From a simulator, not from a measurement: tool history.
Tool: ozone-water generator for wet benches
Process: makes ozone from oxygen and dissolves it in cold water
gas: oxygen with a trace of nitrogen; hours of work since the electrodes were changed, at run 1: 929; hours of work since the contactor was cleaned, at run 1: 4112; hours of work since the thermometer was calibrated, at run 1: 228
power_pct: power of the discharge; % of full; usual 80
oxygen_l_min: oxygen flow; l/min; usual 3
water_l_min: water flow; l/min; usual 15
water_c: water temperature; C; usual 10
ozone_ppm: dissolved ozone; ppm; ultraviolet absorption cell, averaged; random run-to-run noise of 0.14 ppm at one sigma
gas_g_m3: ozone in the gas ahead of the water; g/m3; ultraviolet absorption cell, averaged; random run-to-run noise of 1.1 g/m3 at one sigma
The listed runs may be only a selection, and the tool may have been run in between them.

run     day  power_pct  oxygen_l_min  water_l_min  water_c  hours of work since the electrodes were changed  hours of work since the contactor was cleaned  hours of work since the thermometer was calibrated  ozone_ppm  gas_g_m3
  1       0         80             3           15       10                                              929                                           4112                                                 228       15.9     202.1
  2   1.446         80             3           15       10                                              961                                           4144                                                 260       15.7     200.5
  3   3.254         80             3           15       10                                             1001                                           4184                                                 300       15.8     200.9
  4   4.638         78             3           15       10                                             1031                                           4214                                                 330       15.4       197
  5   5.883         78             3           15       10                                             1058                                           4242                                                 358       15.7     196.6
  6   7.775         78             3           15       10                                             1100                                           4283                                                 399       15.7     197.4
  7   9.362         78             3           15        8                                             1135                                           4318                                                 434       15.8     195.9
  8  10.679         80          2.14           15       10                                             1164                                           4347                                                 463       14.3     233.7
  9  12.167         80          5.16           15       10                                             1196                                           4380                                                 496       17.4     158.9
 10  13.792         80          5.16           15       10                                             1232                                           4415                                                 531         17     159.3
 11  14.571         80          5.16           15       10                                             1249                                           4433                                                 548       17.3     158.8
 12  15.512         80          1.53           15       10                                             1270                                           4453                                                 569       13.1     275.6
 13  17.421         75          1.53           15        9                                             1312                                           4495                                                 611       12.5     264.4
 14  18.896         75          1.53           15        9                                             1344                                           4528                                                 643       12.6     262.6
 15  20.104         75          1.53           15        9                                             1371                                           4554                                                 670       12.6     261.8
 16  21.592         75          1.53           13        9                                             1404                                           4587                                                 703       14.4     261.6
 17   22.55         75          1.53           13        9                                             1425                                           4608                                                 724       14.5     261.4
 18  23.508         80          2.42           15        9                                             1446                                           4629                                                 745         15     223.2
 19  25.042         68             3           15        6                                             1479                                           4663                                                 779       14.5     181.7
 20  26.021         68             3           15        6                                             1501                                           4684                                                 800       14.4       181
 21  27.629         68             3           15        5                                             1536                                           4720                                                 835       14.6     181.9

What if the next run were any one of these 3? Each begins from the tool's condition after run 21:
  A  29.483         68             3           17        5                                             1577                                           4760                                                 876          ?         ?
  B  29.483         98             5           22        5                                             1577                                           4760                                                 876          ?         ?
  C  29.483         76          3.19           15       14                                             1577                                           4760                                                 876          ?         ?

run  ozone_ppm  gas_g_m3
  A         13     179.9
  B         15     188.1
  C       14.7     189.6
Had the tool no hidden state, the same runs would have come out as:
run  ozone_ppm  gas_g_m3
  A         13     177.2
  B         15     185.3
  C       14.7     186.8
